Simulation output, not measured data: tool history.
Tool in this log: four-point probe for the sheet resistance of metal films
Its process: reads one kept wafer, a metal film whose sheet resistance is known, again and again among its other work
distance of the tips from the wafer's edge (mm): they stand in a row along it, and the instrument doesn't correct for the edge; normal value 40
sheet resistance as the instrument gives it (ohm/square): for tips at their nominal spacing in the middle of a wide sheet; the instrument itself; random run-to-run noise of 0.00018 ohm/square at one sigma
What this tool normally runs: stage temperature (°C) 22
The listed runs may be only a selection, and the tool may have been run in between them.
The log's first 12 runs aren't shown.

run	hour	stage temperature (°C)	distance of the tips from the wafer's edge (mm)	sheet resistance as the instrument gives it (ohm/square)
13	659.4	22	12	0.883747
14	741.2	22	40	0.883362
15	784.7	22	40	0.883072
16	844.8	22	40	0.883320
# hour 851.4: stage's thermometer calibrated
17	885.2	22	40	0.883836
18	964.4	22	5	0.888395
19	1003.2	22	5	0.888081
20	1056.7	22	5	0.888775
21	1124.0	22	5	0.888642
22	1184.0	22	22	0.884426
23	1225.0	22	22	0.884579
# hour 1264.5: stage's thermometer calibrated, once more
24	1301.8	22	22	0.884101
25	1364.6	22	6	0.887176
26	1398.4	34	17	0.880075

Run 27 is up next; what results do you expect?
27	1447.6	34	14	?

For run 27 the tool returned sheet resistance as the instrument gives it (ohm/square) 0.880392.
Had the tool carried no hidden state, the very same run would have given sheet resistance as the instrument gives it (ohm/square) 0.877463.
